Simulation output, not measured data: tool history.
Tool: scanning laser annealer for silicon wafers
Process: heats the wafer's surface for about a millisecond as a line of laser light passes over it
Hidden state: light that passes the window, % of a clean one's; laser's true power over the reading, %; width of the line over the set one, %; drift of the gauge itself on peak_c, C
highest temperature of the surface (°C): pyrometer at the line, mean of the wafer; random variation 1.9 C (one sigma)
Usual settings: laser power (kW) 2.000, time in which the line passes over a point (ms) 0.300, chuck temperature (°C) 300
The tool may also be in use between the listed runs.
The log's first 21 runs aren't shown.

| run | hour | laser power (kW) | time in which the line passes over a point (ms) | chuck temperature (°C) | hours of work since the window was cleaned | hours of work since the power meter was calibrated | hours of work since the optics were aligned | highest temperature of the surface (°C) |
|---|---|---|---|---|---|---|---|---|
| 22 | 229.8 | 1.973 | 0.328 | 271 | 476 | 238 | 600 | 1132 |
| 23 | 239.7 | 1.973 | 0.328 | 271 | 480 | 242 | 604 | 1130 |
| 24 | 246.7 | 1.865 | 0.300 | 300 | 484 | 245 | 607 | 1075 |
| 25 | 257.7 | 1.865 | 0.300 | 300 | 489 | 250 | 613 | 1075 |
| 26 | 268.7 | 2.008 | 0.290 | 287 | 494 | 255 | 618 | 1105 |
| 27 | 278.6 | 2.000 | 0.345 | 300 | 498 | 260 | 622 | 1197 |
| 28 | 288.7 | 1.917 | 0.359 | 335 | 503 | 264 | 627 | 1212 |
| 29 | 296.1 | 2.000 | 0.228 | 306 | 506 | 268 | 630 | 1023 |
| 30 | 304.7 | 2.000 | 0.228 | 306 | 510 | 272 | 634 | 1018 |

3 ways to go on from here, each from the tool as it stands after run 30. What would each give?
| A | 313.7 | 2.013 | 0.316 | 306 | 514 | 276 | 638 | ? |
| B | 313.7 | 1.916 | 0.228 | 339 | 514 | 276 | 638 | ? |
| C | 313.7 | 2.000 | 0.253 | 300 | 514 | 276 | 638 | ? |

| run | highest temperature of the surface (°C) |
|---|---|
| A | 1165 |
| B | 1025 |
| C | 1053 |
Without the tool's hidden state the same runs would have given:
| run | highest temperature of the surface (°C) |
|---|---|
| A | 1167 |
| B | 1026 |
| C | 1055 |

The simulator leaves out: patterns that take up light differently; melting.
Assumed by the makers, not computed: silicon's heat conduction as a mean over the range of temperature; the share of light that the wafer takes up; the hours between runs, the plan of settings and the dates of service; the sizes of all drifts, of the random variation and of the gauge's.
